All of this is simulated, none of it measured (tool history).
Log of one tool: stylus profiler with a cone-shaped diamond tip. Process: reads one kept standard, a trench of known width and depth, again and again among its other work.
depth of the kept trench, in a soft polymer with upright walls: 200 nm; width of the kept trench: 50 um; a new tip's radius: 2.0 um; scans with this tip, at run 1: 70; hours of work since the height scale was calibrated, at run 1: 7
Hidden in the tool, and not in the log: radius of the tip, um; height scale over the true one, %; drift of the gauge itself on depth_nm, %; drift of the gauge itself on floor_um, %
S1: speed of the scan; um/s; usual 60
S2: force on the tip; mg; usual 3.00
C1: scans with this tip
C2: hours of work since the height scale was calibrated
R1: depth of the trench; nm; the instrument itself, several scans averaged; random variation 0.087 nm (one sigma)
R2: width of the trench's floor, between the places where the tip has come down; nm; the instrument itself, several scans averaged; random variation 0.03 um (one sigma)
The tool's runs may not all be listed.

Run 1, hour 0.0: usual settings; C1 70; C2 7. Result: R1 201.81 nm, R2 48100 nm.
Run 2, hour 8.0: usual settings; C1 117; C2 12. Result: R1 201.71 nm, R2 47970 nm.
Run 3, hour 15.7: usual settings; C1 163; C2 17. Result: R1 201.71 nm, R2 48060 nm.
Run 4, hour 22.6: usual settings; C1 204; C2 21. Result: R1 201.85 nm, R2 48000 nm.
Run 5, hour 39.0: usual settings; C1 302; C2 32. Result: R1 201.70 nm, R2 47980 nm.
Run 6, hour 50.4: usual settings; C1 370; C2 39. Result: R1 201.80 nm, R2 47990 nm.
Run 7, hour 60.3: usual settings but S1 102 um/s; C1 429; C2 45. Result: R1 201.61 nm, R2 47760 nm.
Run 8, hour 74.9: usual settings but S1 77 um/s; C1 516; C2 54. Result: R1 201.82 nm, R2 47850 nm.
Run 9, hour 89.5: usual settings but S1 77 um/s; C1 603; C2 63. Result: R1 201.75 nm, R2 47940 nm.
Run 10, hour 101.2: usual settings but S1 77 um/s; C1 673; C2 71. Result: R1 201.77 nm, R2 47900 nm.
Run 11, hour 117.5: usual settings but S1 43 um/s; C1 769; C2 81. Result: R1 201.86 nm, R2 48060 nm.
Run 12, hour 129.8: usual settings but S1 43 um/s; C1 843; C2 88. Result: R1 201.76 nm, R2 48060 nm.
Run 13, hour 137.7: usual settings but S1 43 um/s; C1 890; C2 93. Result: R1 201.62 nm, R2 48070 nm.
Run 14, hour 150.3: usual settings but S1 43 um/s; C1 965; C2 101. Result: R1 201.63 nm, R2 48090 nm.
Run 15, hour 157.7: usual settings but S1 43 um/s, S2 2.97 mg; C1 1009; C2 106. Result: R1 201.61 nm, R2 48070 nm.
Run 16, hour 166.7: usual settings; C1 1062; C2 111. Result: R1 201.73 nm, R2 47900 nm.
Run 17, hour 173.7: usual settings; C1 1104; C2 116. Result: R1 201.67 nm, R2 47960 nm.
Run 18, hour 188.0: usual settings; C1 1190; C2 125. Result: R1 201.71 nm, R2 47910 nm.
Run 19, hour 197.5: usual settings; C1 1246; C2 131. Result: R1 201.52 nm, R2 47910 nm.
Run 20, hour 205.7: usual settings; C1 1295; C2 136. Result: R1 201.80 nm, R2 47930 nm.
Run 21, hour 214.2: usual settings; C1 1345; C2 141. Result: R1 201.78 nm, R2 47870 nm.
Run 22, hour 227.2: usual settings; C1 1423; C2 149. Result: R1 201.82 nm, R2 47890 nm.
Run 23, hour 235.9: usual settings; C1 1475; C2 155. Result: R1 201.72 nm, R2 47930 nm.
Run 24, hour 249.6: usual settings; C1 1556; C2 163. Result: R1 201.83 nm, R2 47950 nm.
Run 25, hour 265.0: usual settings; C1 1648; C2 173. Result: R1 201.62 nm, R2 47940 nm.
Run 26, hour 273.0: usual settings; C1 1695; C2 178. Result: R1 201.74 nm, R2 47910 nm.
Run 27, hour 280.5: usual settings but S1 81 um/s, S2 2.60 mg; C1 1740; C2 183. Result: R1 201.33 nm, R2 47820 nm.
Run 28, hour 287.4: usual settings but S1 73 um/s, S2 1.66 mg; C1 1781; C2 187. Result: R1 201.17 nm, R2 47730 nm.
Run 29, hour 299.8: usual settings but S1 22 um/s, S2 6.71 mg; C1 1855; C2 195. Result: R1 202.88 nm, R2 48140 nm.
Run 30, hour 315.3: usual settings but S1 22 um/s, S2 6.71 mg; C1 1947; C2 204. Result: R1 202.82 nm, R2 48150 nm.
Run 31, hour 327.1: usual settings but S1 22 um/s, S2 6.71 mg; C1 2017; C2 212. Result: R1 202.89 nm, R2 48110 nm.
Run 32, hour 343.4: usual settings but S1 53 um/s; C1 2115; C2 222. Result: R1 201.59 nm, R2 47990 nm.
Run 33, hour 358.4: usual settings but S1 19 um/s, S2 2.79 mg; C1 2204; C2 231. Result: R1 201.48 nm, R2 48080 nm.
Run 34, hour 367.8: usual settings but S1 85 um/s, S2 5.78 mg; C1 2260; C2 237. Result: R1 202.62 nm, R2 47910 nm.
Run 35, hour 383.0: usual settings but S1 15 um/s, S2 3.16 mg; C1 2350; C2 247. Result: R1 201.67 nm, R2 48060 nm.
Run 36, hour 396.5: usual settings but S1 33 um/s, S2 2.34 mg; C1 2430; C2 255. Result: R1 201.22 nm, R2 47960 nm.
Run 37, hour 404.5: usual settings but S1 42 um/s, S2 2.34 mg; C1 2478; C2 260. Result: R1 201.39 nm, R2 47930 nm.
Run 38, hour 417.6: usual settings but S1 37 um/s, S2 1.02 mg; C1 2556; C2 268. Result: R1 200.67 nm, R2 47850 nm.
Run 39, hour 427.9: usual settings but S2 1.79 mg; C1 2617; C2 275. Result: R1 201.11 nm, R2 47800 nm.
Run 40, hour 443.6: usual settings but S1 149 um/s, S2 1.11 mg; C1 2711; C2 284. Result: R1 200.69 nm, R2 47020 nm.
Run 41, hour 456.6: usual settings but S1 18 um/s, S2 8.98 mg; C1 2788; C2 293. Result: R1 203.37 nm, R2 48070 nm.
Run 42, hour 465.2: usual settings but S2 8.33 mg; C1 2840; C2 298. Result: R1 203.42 nm, R2 47970 nm.
Run 43, hour 477.4: usual settings but S1 212 um/s, S2 1.87 mg; C1 2912; C2 306. Result: R1 201.09 nm, R2 46900 nm.
Run 44, hour 487.6: usual settings but S1 74 um/s, S2 4.97 mg; C1 2973; C2 312. Result: R1 202.35 nm, R2 47910 nm.
Run 45, hour 501.3: usual settings but S1 74 um/s, S2 4.97 mg; C1 3054; C2 320. Result: R1 202.37 nm, R2 47850 nm.
Run 46, hour 517.0: usual settings but S1 25 um/s, S2 1.35 mg; C1 3148; C2 330. Result: R1 200.74 nm, R2 47980 nm.

The same runs without the tool's hidden state, with the same run-to-run variation:
run      R1     R2
  1  201.76  48080
  2  201.67  47950
  3  201.67  48040
  4  201.82  47980
  5  201.67  47970
  6  201.78  47980
  7  201.59  47760
  8  201.82  47850
  9  201.75  47950
 10  201.78  47910
 11  201.88  48080
 12  201.79  48080
 13  201.65  48100
 14  201.66  48120
 15  201.65  48100
 16  201.77  47940
 17  201.72  48000
 18  201.77  47950
 19  201.58  47950
 20  201.86  47980
 21  201.85  47920
 22  201.90  47950
 23  201.80  47990
 24  201.92  48010
 25  201.72  48010
 26  201.84  47980
 27  201.43  47890
 28  201.28  47810
 29  203.00  48220
 30  202.95  48240
 31  203.02  48200
 32  201.73  48080
 33  201.63  48180
 34  202.78  48010
 35  201.83  48170
 36  201.39  48070
 37  201.56  48050
 38  200.85  47960
 39  201.30  47920
 40  200.89  47150
 41  203.58  48200
 42  203.63  48110
 43  201.31  47040
 44  202.58  48050
 45  202.60  47990
 46  200.98  48130
